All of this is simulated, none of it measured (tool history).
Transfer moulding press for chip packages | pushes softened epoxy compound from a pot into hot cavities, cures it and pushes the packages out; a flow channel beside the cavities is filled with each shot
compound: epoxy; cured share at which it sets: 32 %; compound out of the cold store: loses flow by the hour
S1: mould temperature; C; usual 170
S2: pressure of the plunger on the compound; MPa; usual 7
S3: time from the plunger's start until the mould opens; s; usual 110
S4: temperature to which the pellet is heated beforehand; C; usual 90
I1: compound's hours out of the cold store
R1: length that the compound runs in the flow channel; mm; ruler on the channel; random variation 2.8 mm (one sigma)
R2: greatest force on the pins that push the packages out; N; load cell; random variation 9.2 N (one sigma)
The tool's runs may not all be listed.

| run | day | S1 | S2 | S3 | S4 | I1 | R1 | R2 |
|---|---|---|---|---|---|---|---|---|
| 1 | 0 | 170 | 7 | 110 | 90 | 46.7 | 825 | 578 |
|  | 1.379 | plunger's sealing rings changed |
|  | 1.579 | cavities cleaned with cleaning compound and waxed |
| 2 | 1.667 | 170 | 7 | 110 | 90 | 15.7 | 1018 | 445 |
| 3 | 2.692 | 170 | 7 | 110 | 90 | 10 | 1051 | 514 |
| 4 | 3.704 | 170 | 7 | 110 | 90 | 13.1 | 1026 | 586 |
| 5 | 4.762 | 170 | 7 | 110 | 90 | 44.2 | 862 | 586 |
| 6 | 5.571 | 170 | 7 | 110 | 90 | 38.1 | 892 | 597 |
|  | 6.412 | cavities cleaned with cleaning compound and waxed |
| 7 | 6.775 | 164 | 6.81 | 94 | 84 | 31.6 | 920 | 903 |
| 8 | 7.475 | 164 | 6.81 | 94 | 84 | 16.7 | 1002 | 1067 |
|  | 7.667 | mould's thermocouples calibrated |
| 9 | 8.308 | 162 | 6.81 | 137 | 88 | 43.5 | 868 | 596 |
| 10 | 9.504 | 162 | 6.81 | 137 | 88 | 31.1 | 925 | 632 |
|  | 10.338 | mould's thermocouples calibrated, once more |
| 11 | 10.338 | 170 | 7 | 130 | 90 | 16.7 | 991 | 552 |

3 ways to go on from here, each from the tool as it stands after run 11. What would each give?
|  | 11.4 | cavities cleaned with cleaning compound and waxed |
| A | 11.808 | 170 | 7 | 98 | 90 | 28.7 | ? | ? |
|  | 11.4 | cavities cleaned with cleaning compound and waxed |
| B | 11.808 | 170 | 8.51 | 146 | 88 | 11.7 | ? | ? |
|  | 11.4 | cavities cleaned with cleaning compound and waxed |
| C | 11.808 | 176 | 7 | 130 | 99 | 34.8 | ? | ? |

| run | R1 | R2 |
|---|---|---|
| A | 926 | 530 |
| B | 1124 | 390 |
| C | 881 | 371 |
Without the tool's hidden state the same runs would have given:
| run | R1 | R2 |
|---|---|---|
| A | 947 | 482 |
| B | 1150 | 361 |
| C | 901 | 344 |

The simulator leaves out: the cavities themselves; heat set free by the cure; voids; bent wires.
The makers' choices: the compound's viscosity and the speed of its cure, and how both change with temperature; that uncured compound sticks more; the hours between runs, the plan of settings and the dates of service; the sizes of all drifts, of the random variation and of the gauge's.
